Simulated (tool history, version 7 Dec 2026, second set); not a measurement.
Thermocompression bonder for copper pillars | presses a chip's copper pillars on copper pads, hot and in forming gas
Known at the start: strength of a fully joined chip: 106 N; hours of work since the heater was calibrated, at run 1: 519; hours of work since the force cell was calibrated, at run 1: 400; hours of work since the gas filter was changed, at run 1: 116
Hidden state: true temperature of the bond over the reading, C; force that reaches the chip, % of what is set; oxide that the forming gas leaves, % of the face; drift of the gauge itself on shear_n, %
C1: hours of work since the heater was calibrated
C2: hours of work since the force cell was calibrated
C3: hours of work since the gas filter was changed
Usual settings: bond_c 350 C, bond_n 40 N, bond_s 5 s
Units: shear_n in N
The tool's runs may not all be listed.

Run 1, hour 0: usual settings; C1 519; C2 400; C3 116. Result: shear_n 73.1 N.
Run 2, hour 27.4: usual settings; C1 537; C2 418; C3 134. Result: shear_n 73.4 N.
Run 3, hour 91.6: usual settings but bond_c 353 C; C1 579; C2 460; C3 175. Result: shear_n 74 N.
Run 4, hour 136.7: usual settings; C1 608; C2 489; C3 205. Result: shear_n 72.7 N.
Run 5, hour 171.1: usual settings; C1 630; C2 511; C3 227. Result: shear_n 72.4 N.
Run 6, hour 222.5: usual settings; C1 664; C2 545; C3 261. Result: shear_n 72.5 N.
Run 7, hour 283.5: usual settings; C1 704; C2 585; C3 301. Result: shear_n 71.6 N.
At hour 288.6: heater calibrated with a thermocouple chip.
Run 8, hour 337.8: usual settings; C1 32; C2 619; C3 335. Result: shear_n 72.5 N.
Run 9, hour 392.2: usual settings; C1 68; C2 654; C3 370. Result: shear_n 72 N.
At hour 433.8: forming gas filter changed.
Run 10, hour 449.9: usual settings but bond_c 323 C, bond_n 25 N; C1 105; C2 692; C3 11. Result: shear_n 43.9 N.
Run 11, hour 487: usual settings but bond_c 323 C, bond_n 25 N; C1 129; C2 716; C3 35. Result: shear_n 44 N.
Run 12, hour 543.3: usual settings but bond_c 323 C, bond_n 25 N; C1 166; C2 753; C3 71. Result: shear_n 43 N.
Run 13, hour 591.9: usual settings but bond_c 323 C, bond_n 25 N, bond_s 9 s; C1 197; C2 784; C3 103. Result: shear_n 54 N.
At hour 635: heater calibrated with a thermocouple chip, once more.
Run 14, hour 656.6: usual settings but bond_c 323 C, bond_n 25 N, bond_s 9 s; C1 14; C2 825; C3 144. Result: shear_n 53 N.
Run 15, hour 721: usual settings but bond_c 361 C, bond_n 25 N; C1 56; C2 867; C3 186. Result: shear_n 61.3 N.
Run 16, hour 764.7: usual settings but bond_c 361 C, bond_n 41 N; C1 85; C2 896; C3 215. Result: shear_n 77.3 N.
Run 17, hour 830.9: usual settings but bond_c 340 C, bond_n 27 N; C1 128; C2 939; C3 258. Result: shear_n 52.3 N.

3 ways to go on from here, each from the tool as it stands after run 17. What would each give?
Run A, hour 885.5: usual settings but bond_c 360 C, bond_n 46 N, bond_s 7 s; C1 163; C2 974; C3 293. Result: shear_n ?.
Run B, hour 885.5: usual settings but bond_c 372 C, bond_n 37 N, bond_s 12 s; C1 163; C2 974; C3 293. Result: shear_n ?.
Run C, hour 885.5: usual settings but bond_n 54 N; C1 163; C2 974; C3 293. Result: shear_n ?.

run  shear_n
  A     86.7
  B     92.8
  C       81
Without the tool's hidden state the same runs would have given:
run  shear_n
  A     89.3
  B     95.3
  C     83.6
